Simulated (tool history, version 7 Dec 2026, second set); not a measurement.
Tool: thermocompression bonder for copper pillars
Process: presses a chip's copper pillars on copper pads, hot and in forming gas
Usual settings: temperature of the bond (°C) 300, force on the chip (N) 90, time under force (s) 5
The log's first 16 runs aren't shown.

run,day,temperature of the bond (°C),force on the chip (N),time under force (s),force that shears a chip off (N)
17,4.400,300,90,5,88.8
18,4.596,300,90,5,88.0
19,4.829,300,90,5,88.8
20,5.088,280,90,5,73.9
21,5.450,321,129,7,127.4
22,5.621,298,90,5,87.1
23,5.904,298,89,5,87.2
24,6.279,326,97,5,109.3
25,6.592,300,91,7,97.0
26,6.762,300,91,7,96.9
27,7.138,310,91,7,105.3
28,7.317,292,90,15,109.2
29,7.738,292,90,15,107.8
30,7.967,277,133,6,98.4
31,8.196,277,133,6,95.6
32,8.533,300,77,5,79.2
33,8.733,300,77,3,67.1
34,8.946,324,101,6,115.8
35,9.204,324,126,3,110.7
36,9.500,293,84,6,81.7
37,9.717,288,87,9,89.1
38,10.121,288,87,9,91.3

Forecast each of these 4 alternatives for the next run:
A,10.371,288,87,3,?
B,10.371,288,78,5,?
C,10.371,288,130,9,?
D,10.371,279,99,3,?

run,force that shears a chip off (N)
A,64.6
B,69.7
C,112.9
D,64.4
Without the tool's hidden state the same runs would have given:
run,force that shears a chip off (N)
A,70.9
B,76.5
C,122.0
D,70.7
